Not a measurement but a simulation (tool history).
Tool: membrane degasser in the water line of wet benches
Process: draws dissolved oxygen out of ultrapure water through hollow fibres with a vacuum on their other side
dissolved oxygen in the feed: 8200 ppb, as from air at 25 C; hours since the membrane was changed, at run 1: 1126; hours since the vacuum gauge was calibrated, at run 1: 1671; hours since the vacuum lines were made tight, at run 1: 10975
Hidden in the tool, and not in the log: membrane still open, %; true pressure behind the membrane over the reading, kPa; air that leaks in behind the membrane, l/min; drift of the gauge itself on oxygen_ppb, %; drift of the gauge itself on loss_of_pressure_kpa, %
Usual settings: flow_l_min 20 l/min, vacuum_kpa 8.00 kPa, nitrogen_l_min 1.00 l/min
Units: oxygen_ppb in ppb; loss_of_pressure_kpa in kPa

| run | hour | flow_l_min | vacuum_kpa | nitrogen_l_min | hours since the membrane was changed | hours since the vacuum gauge was calibrated | hours since the vacuum lines were made tight | oxygen_ppb | loss_of_pressure_kpa |
|---|---|---|---|---|---|---|---|---|---|
| 1 | 0.0 | 20 | 8.00 | 1.00 | 1126 | 1671 | 10975 | 289.8 | 68.72 |
| 2 | 59.3 | 20 | 8.00 | 1.33 | 1185 | 1730 | 11034 | 244.1 | 68.26 |
| 3 | 100.5 | 20 | 8.00 | 1.04 | 1227 | 1771 | 11075 | 285.2 | 68.22 |
| 4 | 166.4 | 20 | 8.00 | 1.04 | 1292 | 1837 | 11141 | 283.2 | 68.42 |
| 5 | 242.0 | 31 | 8.00 | 1.00 | 1368 | 1913 | 11217 | 498.5 | 106.02 |
| 6 | 313.5 | 20 | 8.00 | 1.00 | 1440 | 1984 | 11288 | 291.2 | 67.92 |
| 7 | 352.9 | 20 | 11.73 | 1.00 | 1479 | 2024 | 11328 | 447.0 | 68.20 |
| 8 | 420.7 | 20 | 11.73 | 1.00 | 1547 | 2092 | 11395 | 443.9 | 68.13 |
| 9 | 484.4 | 30 | 8.00 | 1.00 | 1610 | 2155 | 11459 | 474.9 | 102.23 |
| 10 | 559.7 | 20 | 9.68 | 1.00 | 1686 | 2231 | 11534 | 362.3 | 68.28 |
| 11 | 593.9 | 20 | 8.00 | 1.37 | 1720 | 2265 | 11568 | 241.8 | 68.39 |
| 12 | 665.5 | 20 | 8.00 | 1.00 | 1792 | 2336 | 11640 | 292.6 | 68.26 |
| 13 | 741.1 | 13 | 18.59 | 2.53 | 1867 | 2412 | 11716 | 214.8 | 44.21 |
| 14 | 774.9 | 26 | 17.47 | 0.45 | 1901 | 2446 | 11749 | 1449.4 | 89.19 |
| 15 | 830.0 | 26 | 17.47 | 0.45 | 1956 | 2501 | 11805 | 1443.9 | 88.86 |
| 16 | 875.3 | 26 | 17.47 | 0.45 | 2001 | 2546 | 11850 | 1452.4 | 88.79 |
| 17 | 931.7 | 24 | 8.00 | 1.00 | 2058 | 2603 | 11906 | 364.6 | 82.27 |
| 18 | 1006.3 | 24 | 8.00 | 1.00 | 2132 | 2677 | 11981 | 365.5 | 81.88 |
| 19 | 1051.2 | 24 | 8.00 | 1.00 | 2177 | 2722 | 12026 | 363.7 | 81.94 |
| 20 | 1101.6 | 20 | 10.40 | 0.45 | 2228 | 2772 | 12076 | 672.7 | 68.60 |
| 21 | 1139.1 | 16 | 8.00 | 1.00 | 2265 | 2810 | 12114 | 221.4 | 54.69 |
| 22 | 1215.8 | 13 | 6.01 | 1.00 | 2342 | 2887 | 12190 | 114.6 | 44.31 |
| 23 | 1290.7 | 13 | 6.01 | 1.00 | 2417 | 2962 | 12265 | 114.1 | 44.43 |

4 ways to go on from here, each from the tool as it stands after run 23. What would each give?
| A | 1326.5 | 25 | 15.76 | 0.97 | 2453 | 2997 | 12301 | ? | ? |
| B | 1326.5 | 16 | 13.44 | 0.42 | 2453 | 2997 | 12301 | ? | ? |
| C | 1326.5 | 13 | 6.01 | 0.88 | 2453 | 2997 | 12301 | ? | ? |
| D | 1326.5 | 16 | 8.00 | 0.47 | 2453 | 2997 | 12301 | ? | ? |

| run | oxygen_ppb | loss_of_pressure_kpa |
|---|---|---|
| A | 776.2 | 85.66 |
| B | 783.0 | 54.78 |
| C | 125.7 | 44.72 |
| D | 382.0 | 54.97 |
Without the tool's hidden state the same runs would have given:
| run | oxygen_ppb | loss_of_pressure_kpa |
|---|---|---|
| A | 763.0 | 85.15 |
| B | 769.1 | 54.46 |
| C | 118.2 | 44.46 |
| D | 368.7 | 54.64 |
